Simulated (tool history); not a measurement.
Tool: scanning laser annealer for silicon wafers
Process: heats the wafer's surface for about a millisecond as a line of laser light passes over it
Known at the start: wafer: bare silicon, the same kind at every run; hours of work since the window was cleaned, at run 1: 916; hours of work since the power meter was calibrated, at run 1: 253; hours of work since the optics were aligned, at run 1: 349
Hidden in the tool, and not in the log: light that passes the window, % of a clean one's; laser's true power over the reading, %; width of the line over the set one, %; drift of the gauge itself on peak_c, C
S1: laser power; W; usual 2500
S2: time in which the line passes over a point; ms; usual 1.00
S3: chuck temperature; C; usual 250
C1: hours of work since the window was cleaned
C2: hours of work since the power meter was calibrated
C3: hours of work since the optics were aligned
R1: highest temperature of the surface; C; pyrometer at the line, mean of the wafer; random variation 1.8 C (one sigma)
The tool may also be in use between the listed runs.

run   hour    S1    S2   S3   C1   C2   C3    R1
  1    0.0  2500  1.00  250  916  253  349   950
      38.1  -- window over the wafer cleaned
  2   42.7  2500  1.00  250    3  277  373   988
  3   74.2  2500  1.00  263   22  296  392  1002
  4  114.8  2500  1.00  263   46  320  416   999
  5  162.3  2500  1.00  263   74  349  445  1000
  6  192.6  2500  1.00  263   92  367  463   996
  7  222.6  2500  0.77  263  110  385  481   894
  8  257.3  2442  1.25  250  131  405  501  1069
  9  290.4  2500  0.96  250  151  425  521   966
 10  332.0  2177  0.74  230  175  450  546   765
 11  382.3  2177  0.74  230  205  480  576   761
 12  420.0  2177  0.74  230  228  502  598   762

How the hidden state differs across the entries between the runs, from the last listed run before each to the first after it:
Between runs 1 and 2: window over the wafer cleaned (hour 38.1)
  light that passes the window, % of a clean one's: 95.12 -> 99.75; width of the line over the set one, %: 0.78 -> 0.83
  measured less the result without the state, R1: -41 -> -7 C

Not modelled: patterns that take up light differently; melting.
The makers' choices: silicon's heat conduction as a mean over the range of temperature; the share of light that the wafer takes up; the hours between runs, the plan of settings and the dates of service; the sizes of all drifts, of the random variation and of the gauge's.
